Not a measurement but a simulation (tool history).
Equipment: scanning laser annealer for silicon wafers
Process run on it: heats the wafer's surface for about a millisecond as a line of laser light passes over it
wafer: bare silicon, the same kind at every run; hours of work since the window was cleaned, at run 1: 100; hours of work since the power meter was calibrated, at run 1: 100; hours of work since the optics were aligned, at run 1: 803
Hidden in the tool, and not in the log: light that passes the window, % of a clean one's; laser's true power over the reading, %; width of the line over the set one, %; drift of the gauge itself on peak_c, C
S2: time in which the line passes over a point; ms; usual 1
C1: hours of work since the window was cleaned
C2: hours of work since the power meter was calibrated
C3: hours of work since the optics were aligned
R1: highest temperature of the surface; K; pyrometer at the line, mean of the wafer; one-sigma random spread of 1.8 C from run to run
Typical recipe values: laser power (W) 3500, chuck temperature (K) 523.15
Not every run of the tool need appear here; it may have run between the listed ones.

{"run": 1, "hour": 0.0, "laser power (W)": 3500, "S2": 1, "chuck temperature (K)": 523.15, "C1": 100, "C2": 100, "C3": 803, "R1": 1274.15}
{"run": 2, "hour": 30.5, "laser power (W)": 3500, "S2": 1, "chuck temperature (K)": 523.15, "C1": 121, "C2": 121, "C3": 824, "R1": 1272.15}
{"run": 3, "hour": 59.5, "laser power (W)": 3500, "S2": 1, "chuck temperature (K)": 523.15, "C1": 141, "C2": 141, "C3": 844, "R1": 1274.15}
{"run": 4, "hour": 123.3, "laser power (W)": 3750, "S2": 1, "chuck temperature (K)": 523.15, "C1": 186, "C2": 186, "C3": 889, "R1": 1330.15}
{"run": 5, "hour": 156.2, "laser power (W)": 3750, "S2": 1, "chuck temperature (K)": 523.15, "C1": 210, "C2": 210, "C3": 913, "R1": 1332.15}
{"run": 6, "hour": 215.1, "laser power (W)": 3058, "S2": 1, "chuck temperature (K)": 523.15, "C1": 251, "C2": 251, "C3": 954, "R1": 1157.15}
{"run": 7, "hour": 264.8, "laser power (W)": 3058, "S2": 1, "chuck temperature (K)": 523.15, "C1": 286, "C2": 286, "C3": 989, "R1": 1154.15}
{"run": 8, "hour": 331.5, "laser power (W)": 3058, "S2": 1, "chuck temperature (K)": 523.15, "C1": 333, "C2": 333, "C3": 1036, "R1": 1156.15}
{"run": 9, "hour": 379.0, "laser power (W)": 3058, "S2": 1, "chuck temperature (K)": 523.15, "C1": 366, "C2": 366, "C3": 1069, "R1": 1153.15}
{"run": 10, "hour": 428.5, "laser power (W)": 3500, "S2": 1, "chuck temperature (K)": 523.15, "C1": 401, "C2": 401, "C3": 1104, "R1": 1261.15}
{"run": 11, "hour": 456.4, "laser power (W)": 3500, "S2": 0.91, "chuck temperature (K)": 523.15, "C1": 421, "C2": 421, "C3": 1124, "R1": 1222.15}
{"run": 12, "hour": 504.3, "laser power (W)": 3500, "S2": 0.91, "chuck temperature (K)": 523.15, "C1": 455, "C2": 455, "C3": 1158, "R1": 1222.15}
{"run": 13, "hour": 545.9, "laser power (W)": 3500, "S2": 0.91, "chuck temperature (K)": 523.15, "C1": 484, "C2": 484, "C3": 1187, "R1": 1221.15}
{"run": 14, "hour": 607.5, "laser power (W)": 3319, "S2": 0.91, "chuck temperature (K)": 547.15, "C1": 527, "C2": 527, "C3": 1230, "R1": 1202.15}
{"run": 15, "hour": 663.2, "laser power (W)": 3319, "S2": 0.91, "chuck temperature (K)": 547.15, "C1": 567, "C2": 567, "C3": 1270, "R1": 1199.15}
{"hour": 710.3, "done": "optics aligned, line set to its width"}
{"run": 16, "hour": 726.0, "laser power (W)": 3500, "S2": 1.03, "chuck temperature (K)": 485.15, "C1": 607, "C2": 607, "C3": 11, "R1": 1235.15}
{"run": 17, "hour": 760.3, "laser power (W)": 3500, "S2": 0.92, "chuck temperature (K)": 485.15, "C1": 631, "C2": 631, "C3": 35, "R1": 1187.15}
{"run": 18, "hour": 822.1, "laser power (W)": 3500, "S2": 0.92, "chuck temperature (K)": 485.15, "C1": 675, "C2": 675, "C3": 79, "R1": 1183.15}
{"run": 19, "hour": 877.9, "laser power (W)": 3500, "S2": 0.92, "chuck temperature (K)": 485.15, "C1": 714, "C2": 714, "C3": 118, "R1": 1184.15}
{"run": 20, "hour": 941.3, "laser power (W)": 3820, "S2": 1.14, "chuck temperature (K)": 486.15, "C1": 759, "C2": 759, "C3": 163, "R1": 1355.15}
{"run": 21, "hour": 996.4, "laser power (W)": 3545, "S2": 0.91, "chuck temperature (K)": 498.15, "C1": 798, "C2": 798, "C3": 201, "R1": 1200.15}
{"run": 22, "hour": 1035.9, "laser power (W)": 3500, "S2": 0.83, "chuck temperature (K)": 535.15, "C1": 826, "C2": 826, "C3": 229, "R1": 1192.15}
{"run": 23, "hour": 1094.2, "laser power (W)": 3198, "S2": 1.18, "chuck temperature (K)": 535.15, "C1": 867, "C2": 867, "C3": 270, "R1": 1247.15}
{"run": 24, "hour": 1150.4, "laser power (W)": 3198, "S2": 1.18, "chuck temperature (K)": 535.15, "C1": 906, "C2": 906, "C3": 310, "R1": 1244.15}
{"hour": 1179.5, "done": "window over the wafer cleaned"}
{"run": 25, "hour": 1218.7, "laser power (W)": 3726, "S2": 0.74, "chuck temperature (K)": 529.15, "C1": 28, "C2": 953, "C3": 357, "R1": 1215.15}

Alternative continuations, all from the tool just after run 25; predict every row:
{"run": "A", "hour": 1284.0, "laser power (W)": 3356, "S2": 1.03, "chuck temperature (K)": 529.15, "C1": 74, "C2": 999, "C3": 403, "R1": "?"}
{"run": "B", "hour": 1284.0, "laser power (W)": 3841, "S2": 0.98, "chuck temperature (K)": 529.15, "C1": 74, "C2": 999, "C3": 403, "R1": "?"}
{"run": "C", "hour": 1284.0, "laser power (W)": 3726, "S2": 0.74, "chuck temperature (K)": 549.15, "C1": 74, "C2": 999, "C3": 403, "R1": "?"}
{"run": "D", "hour": 1284.0, "laser power (W)": 3500, "S2": 1, "chuck temperature (K)": 505.15, "C1": 74, "C2": 999, "C3": 403, "R1": "?"}

run=A R1=1251.15
run=B R1=1354.15
run=C R1=1236.15
run=D R1=1251.15
With the hidden condition removed and each run's random variation left untouched, the same runs would have given:
run=A R1=1265.15
run=B R1=1370.15
run=C R1=1249.15
run=D R1=1265.15

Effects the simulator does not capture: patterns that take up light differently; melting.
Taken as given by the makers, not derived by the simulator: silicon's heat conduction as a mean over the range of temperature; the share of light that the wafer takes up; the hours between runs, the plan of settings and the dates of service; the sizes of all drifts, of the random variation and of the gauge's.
